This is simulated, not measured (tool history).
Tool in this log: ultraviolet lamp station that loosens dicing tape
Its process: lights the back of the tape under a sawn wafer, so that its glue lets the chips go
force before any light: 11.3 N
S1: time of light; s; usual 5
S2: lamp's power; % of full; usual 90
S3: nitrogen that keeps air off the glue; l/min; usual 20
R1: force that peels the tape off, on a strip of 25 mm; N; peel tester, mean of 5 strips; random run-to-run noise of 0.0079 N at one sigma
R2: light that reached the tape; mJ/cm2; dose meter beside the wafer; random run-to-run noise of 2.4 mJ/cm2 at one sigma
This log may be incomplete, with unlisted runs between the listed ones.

run    hour  S1   S2  S3     R1   R2
  1     0.0   5   90  20  0.331  257
  2    46.6   5   90  20  0.337  250
  3   123.9   5   90  20  0.352  241
  4   183.1   5   90  20  0.356  241
  5   252.3   5   90  20  0.383  237
  6   294.4   5   90  20  0.381  232
  7   346.3   5   90  20  0.389  229
      357.1  -- window cleaned of glue's vapour
  8   417.0   5   90  20  0.418  224
  9   500.6   5   90  20  0.422  214
 10   564.3   5   90  20  0.432  211
 11   623.1   5   90  20  0.474  208
 12   666.0   5   90  20  0.464  201
 13   715.8   5   90  20  0.490  199
 14   764.3   5   90  20  0.489  194
      833.1  -- window cleaned of glue's vapour, once more
 15   866.1   5   92  20  0.379  237
 16   963.6   5   90  20  0.396  225
 17  1020.4   5   90  20  0.391  215
 18  1067.5   5   90  20  0.407  213
 19  1167.2   5   90  20  0.465  209
 20  1212.7   7   90  10  0.350  287
 21  1282.3   7   83  25  0.304  260
 22  1342.2   5   90  20  0.513  196
     1368.0  -- lamp changed
 23  1413.7   5   85  34  0.326  233
 24  1476.8   6   85  20  0.296  274
     1560.0  -- window cleaned of glue's vapour
 25  1560.0   8   65  29  0.271  300
 26  1635.3   8   84  11  0.264  378
 27  1709.7   9   90  19  0.229  448
 28  1811.3   5   64  20  0.671  172
 29  1908.1   9   88  15  0.243  406
 30  1965.4   9   88  15  0.252  403
 31  2022.2   6   61   8  0.925  182
 32  2096.3   6   61   8  0.953  177
 33  2195.2   5  100  20  0.350  240

Predict each of these 5 candidate next runs independently; none follows another, all start after run 33:
  A  2240.6   5   69  14   ?   ?
  B  2240.6   4  100  20   ?   ?
  C  2240.6   7   62  20   ?   ?
  D  2240.6   2   90  15   ?   ?
  E  2240.6   6  100  31   ?   ?

run     R1   R2
  A  0.872  159
  B  0.560  191
  C  0.475  201
  D  2.738   85
  E  0.279  278
The same runs, with their run-to-run variation unchanged, on a tool lacking any hidden condition would have given:
run     R1   R2
  A  0.519  206
  B  0.357  245
  C  0.321  259
  D  1.859  109
  E  0.253  358

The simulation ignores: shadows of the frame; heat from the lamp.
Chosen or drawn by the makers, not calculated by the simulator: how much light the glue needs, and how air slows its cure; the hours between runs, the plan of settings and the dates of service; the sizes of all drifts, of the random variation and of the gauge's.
